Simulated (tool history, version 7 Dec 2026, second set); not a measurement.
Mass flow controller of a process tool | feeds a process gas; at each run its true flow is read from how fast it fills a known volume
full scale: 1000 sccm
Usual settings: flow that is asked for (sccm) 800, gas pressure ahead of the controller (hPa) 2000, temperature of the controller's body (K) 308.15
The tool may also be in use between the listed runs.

run	hour	flow that is asked for (sccm)	gas pressure ahead of the controller (hPa)	temperature of the controller's body (K)	true flow (%)
1	0.0	800	2000	308.15	100.78
2	171.7	800	2000	307.15	100.65
3	346.1	800	2000	307.15	100.74
4	538.0	800	2000	307.15	100.75
5	680.9	800	2000	308.15	100.93
6	890.3	800	2000	308.15	100.88
7	1059.9	800	2000	308.15	101.07
8	1239.8	800	2420	308.15	101.24
9	1448.7	800	2040	308.15	101.10
10	1549.1	784	2000	308.15	101.10
11	1667.1	784	2000	308.15	101.05
12	1814.7	800	2000	308.15	101.20
13	1971.2	800	2000	308.15	101.21
14	2147.1	800	2000	295.15	99.76
15	2259.5	833	2000	308.15	101.43
16	2466.0	800	2000	308.15	101.44
17	2604.6	800	2000	308.15	101.32
18	2792.0	800	2000	308.15	101.43
19	2985.9	167	2410	308.15	100.30
20	3128.0	376	2410	311.15	101.10
# hour 3214.8: controller's zero set anew
21	3338.9	317	2330	300.15	99.82
22	3537.9	317	1640	312.15	100.87
23	3707.5	114	1680	298.15	98.64
24	3876.1	136	2620	308.15	100.59
25	3993.5	136	2620	308.15	100.67
26	4179.1	800	1540	308.15	101.47
27	4346.6	175	2560	308.15	100.61
28	4515.4	359	1500	300.15	99.54
29	4659.7	359	1500	300.15	99.74
30	4836.6	258	1910	308.15	100.65
31	4959.3	258	1910	295.15	99.14
32	5086.9	258	1880	310.15	101.08
33	5203.6	286	2520	310.15	101.44
34	5357.5	325	2000	310.15	101.24

5 ways to go on from here, each from the tool as it stands after run 34. What would each give?
A	5522.7	979	2000	308.15	?
B	5522.7	457	2000	310.15	?
C	5522.7	204	2000	310.15	?
D	5522.7	800	2060	308.15	?
E	5522.7	800	2000	298.15	?

run	true flow (%)
A	102.75
B	101.56
C	101.01
D	102.20
E	101.27
Without the tool's hidden state the same runs would have given:
run	true flow (%)
A	101.15
B	99.98
C	99.45
D	100.62
E	99.70

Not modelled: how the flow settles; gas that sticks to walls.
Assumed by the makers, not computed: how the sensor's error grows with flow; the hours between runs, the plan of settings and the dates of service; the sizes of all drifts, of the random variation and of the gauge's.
